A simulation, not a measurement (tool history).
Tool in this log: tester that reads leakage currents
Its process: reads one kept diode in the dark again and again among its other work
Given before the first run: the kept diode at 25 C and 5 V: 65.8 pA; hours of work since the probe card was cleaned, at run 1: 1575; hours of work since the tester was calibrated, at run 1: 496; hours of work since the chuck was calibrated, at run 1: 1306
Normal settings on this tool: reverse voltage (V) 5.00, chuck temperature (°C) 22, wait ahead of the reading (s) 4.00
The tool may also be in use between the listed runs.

run    hour  reverse voltage (V)  chuck temperature (°C)  wait ahead of the reading (s)  hours of work since the probe card was cleaned  hours of work since the tester was calibrated  hours of work since the chuck was calibrated  current that the tester gives (pA)
  1     0.0                 5.00                      22                           4.00                                            1575                                            496                                          1306                               49.79
  2   166.2                 8.34                      22                           4.00                                            1698                                            619                                          1428                               63.85
      274.0  -- probe card cleaned and baked
  3   288.5                 5.00                      44                           4.00                                              11                                            707                                          1516                              370.88
  4   502.8                 2.35                      22                           4.00                                             169                                            865                                          1674                               33.76
  5   672.7                 1.84                      22                           4.00                                             294                                            990                                          1799                               29.72
  6   863.1                 1.84                      22                           4.00                                             434                                           1130                                          1939                               29.63
  7  1027.5                 1.84                      22                           4.00                                             555                                           1251                                          2060                               29.76
     1096.3  -- chuck's temperature calibrated
  8  1289.1                 1.84                      22                           4.00                                             746                                           1442                                           142                               29.62
  9  1508.9                 1.84                      22                           4.00                                             908                                           1604                                           304                               29.57
 10  1757.6                 1.84                      22                           4.00                                            1091                                           1788                                           487                               29.69
 11  1974.9                 1.24                      33                           0.72                                            1252                                           1948                                           647                               69.66
 12  2201.0                 1.82                      35                           3.78                                            1418                                           2114                                           814                              100.90
 13  2338.4                 1.82                      35                           3.78                                            1519                                           2215                                           915                              101.35
 14  2473.8                 1.82                      35                           3.78                                            1619                                           2315                                          1015                              101.06
     2688.0  -- probe card cleaned and baked
 15  2745.5                 1.82                      26                           0.89                                              42                                           2513                                          1213                               44.08
 16  2902.8                 4.25                      29                           1.08                                             158                                           2629                                          1329                               90.10
 17  3065.9                 4.25                      29                           1.08                                             278                                           2749                                          1449                               90.23
 18  3196.1                 4.25                      29                           1.08                                             374                                           2845                                          1545                               90.16
     3308.2  -- tester calibrated
 19  3391.4                 2.49                      44                           4.00                                             517                                             61                                          1687                              261.85

Describe how what the log doesn't record of the tool's condition differs between the last listed run preceding each entry between runs and the first listed run following it.
Run 2 -> run 3: probe card cleaned and baked (hour 274.0)
  stray current of the dirty probe card, pA a volt: 0.037 -> 0.02
  measured result minus the result with no hidden state, current that the tester gives (pA): +0.11 -> -0.16
Run 7 -> run 8: chuck's temperature calibrated (hour 1096.3)
  stray current of the dirty probe card, pA a volt: 0.025 -> 0.027; true chuck temperature over the reading, C: -0.01 -> 0
  measured result minus the result with no hidden state, current that the tester gives (pA): -0.01 -> +0.01
Run 14 -> run 15: probe card cleaned and baked (hour 2688.0)
  stray current of the dirty probe card, pA a volt: 0.035 -> 0.02
  measured result minus the result with no hidden state, current that the tester gives (pA): +0.01 -> -0.01
Run 18 -> run 19: tester calibrated (hour 3308.2)
  stray current of the dirty probe card, pA a volt: 0.024 -> 0.025; current scale over the true one, %: 0.01 -> 0
  measured result minus the result with no hidden state, current that the tester gives (pA): -0.03 -> -0.14
